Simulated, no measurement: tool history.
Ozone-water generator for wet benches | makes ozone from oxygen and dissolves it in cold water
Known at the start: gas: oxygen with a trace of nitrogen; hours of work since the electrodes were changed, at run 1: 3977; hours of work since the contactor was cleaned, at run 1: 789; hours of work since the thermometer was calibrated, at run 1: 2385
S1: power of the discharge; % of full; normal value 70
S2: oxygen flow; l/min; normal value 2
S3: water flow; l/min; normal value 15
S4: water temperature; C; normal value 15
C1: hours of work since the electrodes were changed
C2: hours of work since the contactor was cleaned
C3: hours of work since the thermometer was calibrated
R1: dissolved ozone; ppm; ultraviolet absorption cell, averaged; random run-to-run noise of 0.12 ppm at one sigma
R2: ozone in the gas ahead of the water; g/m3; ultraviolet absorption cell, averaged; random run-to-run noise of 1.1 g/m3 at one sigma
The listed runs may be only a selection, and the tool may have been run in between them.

run	hour	S1	S2	S3	S4	C1	C2	C3	R1	R2
1	0	70	2	15	15	3977	789	2385	10	160.5
2	75.4	70	2	15	15	4038	850	2446	9.8	156.5
3	180.6	70	2	15	15	4123	935	2531	10	159
4	297.7	70	2	15	15	4217	1029	2625	9.5	157.2
5	420.7	49	2	15	15	4317	1128	2725	7.6	121
6	521.7	49	2	15	8	4398	1210	2806	7.8	120
7	652.6	96	2	15	15	4504	1316	2912	12	195.7
8	749.8	96	2	15	15	4582	1394	2990	11.9	194.8
9	848.6	96	2	15	15	4662	1474	3070	12.2	193.4
10	946.5	96	1.45	20	12	4741	1553	3149	8	217
11	1063.4	55	2	15	15	4835	1647	3243	8	130.3
12	1176.9	55	2	15	15	4927	1738	3335	8	129.1

Run 13 has not been measured yet. What should we expect?
13	1304.1	55	2	24	15	5029	1841	3437	?	?

R1: 5 ppm
R2: 128.1 g/m3
The same run, on a tool lacking any hidden state, would have yielded R1 6 ppm, R2 150.2 g/m3.
